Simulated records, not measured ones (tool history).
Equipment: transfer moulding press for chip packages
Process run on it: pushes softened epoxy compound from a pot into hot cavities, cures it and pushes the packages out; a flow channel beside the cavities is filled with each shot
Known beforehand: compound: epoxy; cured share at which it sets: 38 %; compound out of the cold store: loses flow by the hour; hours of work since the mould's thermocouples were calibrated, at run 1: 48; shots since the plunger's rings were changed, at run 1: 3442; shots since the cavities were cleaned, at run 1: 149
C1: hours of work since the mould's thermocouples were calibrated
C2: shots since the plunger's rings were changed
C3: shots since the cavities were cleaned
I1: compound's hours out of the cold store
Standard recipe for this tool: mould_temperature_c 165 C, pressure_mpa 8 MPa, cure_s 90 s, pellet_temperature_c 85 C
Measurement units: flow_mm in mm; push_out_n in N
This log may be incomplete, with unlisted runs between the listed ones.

Run 1, hour 0: usual settings; C1 48; C2 3442; C3 149; I1 44.5. Result: flow_mm 643 mm, push_out_n 282 N.
Run 2, hour 14.7: usual settings but pellet_temperature_c 89 C; C1 56; C2 3609; C3 316; I1 21.9. Result: flow_mm 667 mm, push_out_n 333 N.
Run 3, hour 27.1: usual settings but pellet_temperature_c 94 C; C1 63; C2 3751; C3 458; I1 24.7. Result: flow_mm 656 mm, push_out_n 384 N.
Run 4, hour 44.3: usual settings; C1 72; C2 3946; C3 653; I1 43.1. Result: flow_mm 625 mm, push_out_n 403 N.
At hour 57.8: cavities cleaned with cleaning compound and waxed.
Run 5, hour 59: usual settings; C1 80; C2 4096; C3 14; I1 28. Result: flow_mm 649 mm, push_out_n 504 N.
Run 6, hour 73.3: usual settings but pellet_temperature_c 77 C; C1 87; C2 4259; C3 177; I1 40.9. Result: flow_mm 630 mm, push_out_n 480 N.
Run 7, hour 84: usual settings; C1 93; C2 4380; C3 298; I1 30.5. Result: flow_mm 647 mm, push_out_n 475 N.
Run 8, hour 98.3: usual settings but pellet_temperature_c 80 C; C1 101; C2 4543; C3 461; I1 11.5. Result: flow_mm 673 mm, push_out_n 483 N.
Run 9, hour 113.5: usual settings; C1 109; C2 4715; C3 633; I1 30.6. Result: flow_mm 645 mm, push_out_n 459 N.
At hour 117.6: plunger's sealing rings changed.
At hour 129.1: cavities cleaned with cleaning compound and waxed, once more.
Run 10, hour 133.5: usual settings but pressure_mpa 7.56 MPa; C1 118; C2 163; C3 50; I1 23.7. Result: flow_mm 693 mm, push_out_n 243 N.
Run 11, hour 141.2: usual settings; C1 122; C2 251; C3 138; I1 43. Result: flow_mm 688 mm, push_out_n 281 N.
Run 12, hour 152: usual settings but pellet_temperature_c 90 C; C1 128; C2 374; C3 261; I1 31.8. Result: flow_mm 703 mm, push_out_n 321 N.
Run 13, hour 165.3: usual settings but mould_temperature_c 170 C; C1 135; C2 524; C3 411; I1 32.5. Result: flow_mm 676 mm, push_out_n 297 N.
Run 14, hour 173.9: usual settings but mould_temperature_c 161 C; C1 140; C2 622; C3 509; I1 20.7. Result: flow_mm 713 mm, push_out_n 495 N.
Run 15, hour 191: usual settings but mould_temperature_c 161 C; C1 149; C2 817; C3 704; I1 33.6. Result: flow_mm 713 mm, push_out_n 524 N.
At hour 200.5: cavities cleaned with cleaning compound and waxed.
Run 16, hour 207: usual settings but mould_temperature_c 161 C; C1 157; C2 981; C3 73; I1 36. Result: flow_mm 712 mm, push_out_n 326 N.
Run 17, hour 214.5: usual settings but mould_temperature_c 161 C; C1 161; C2 1066; C3 158; I1 41.6. Result: flow_mm 687 mm, push_out_n 361 N.
Run 18, hour 229.5: usual settings but mould_temperature_c 163 C, pressure_mpa 8.72 MPa, cure_s 98 s; C1 170; C2 1237; C3 329; I1 38. Result: flow_mm 733 mm, push_out_n 317 N.
Run 19, hour 244.3: usual settings but pressure_mpa 9.06 MPa; C1 178; C2 1405; C3 497; I1 15.5. Result: flow_mm 741 mm, push_out_n 381 N.
Run 20, hour 252.4: usual settings but mould_temperature_c 162 C, cure_s 99 s, pellet_temperature_c 83 C; C1 182; C2 1498; C3 590; I1 18.1. Result: flow_mm 715 mm, push_out_n 396 N.
Run 21, hour 262.2: usual settings but mould_temperature_c 159 C, cure_s 118 s; C1 187; C2 1609; C3 701; I1 43. Result: flow_mm 688 mm, push_out_n 377 N.
At hour 272.4: cavities cleaned with cleaning compound and waxed.
Run 22, hour 274: usual settings but pressure_mpa 6.1 MPa; C1 193; C2 1726; C3 19; I1 47.3. Result: flow_mm 570 mm, push_out_n 230 N.
Run 23, hour 285: usual settings but pellet_temperature_c 87 C; C1 199; C2 1851; C3 144; I1 27.8. Result: flow_mm 672 mm, push_out_n 286 N.
Run 24, hour 295: usual settings but mould_temperature_c 162 C, pressure_mpa 8.93 MPa, cure_s 88 s, pellet_temperature_c 80 C; C1 204; C2 1965; C3 258; I1 9.3. Result: flow_mm 771 mm, push_out_n 443 N.
Run 25, hour 310.6: usual settings but mould_temperature_c 166 C, pressure_mpa 6.69 MPa, cure_s 87 s, pellet_temperature_c 81 C; C1 213; C2 2142; C3 435; I1 17.6. Result: flow_mm 635 mm, push_out_n 389 N.
Run 26, hour 318.5: usual settings but mould_temperature_c 159 C, pressure_mpa 6.14 MPa, cure_s 98 s, pellet_temperature_c 81 C; C1 217; C2 2231; C3 524; I1 18.3. Result: flow_mm 619 mm, push_out_n 498 N.

Alternative continuations, all from the tool just after run 26; predict every row:
Run A, hour 333.3: usual settings but mould_temperature_c 159 C, pressure_mpa 6.14 MPa, cure_s 98 s, pellet_temperature_c 82 C; C1 225; C2 2400; C3 693; I1 15.9. Result: flow_mm ?, push_out_n ?.
Run B, hour 333.3: usual settings but mould_temperature_c 159 C, pressure_mpa 6.14 MPa, cure_s 77 s, pellet_temperature_c 77 C; C1 225; C2 2400; C3 693; I1 14. Result: flow_mm ?, push_out_n ?.
Run C, hour 333.3: usual settings but mould_temperature_c 172 C, pressure_mpa 6.35 MPa, cure_s 73 s, pellet_temperature_c 81 C; C1 225; C2 2400; C3 693; I1 17.2. Result: flow_mm ?, push_out_n ?.
Run D, hour 333.3: usual settings but mould_temperature_c 162 C, pressure_mpa 6.14 MPa, cure_s 75 s, pellet_temperature_c 81 C; C1 225; C2 2400; C3 693; I1 21.1. Result: flow_mm ?, push_out_n ?.

run  flow_mm  push_out_n
  A      636         536
  B      626         961
  C      600         418
  D      613         795
Take away the tool's hidden state, keep each run's random variation, and the runs would have read:
run  flow_mm  push_out_n
  A      668         277
  B      657         500
  C      630         221
  D      644         413
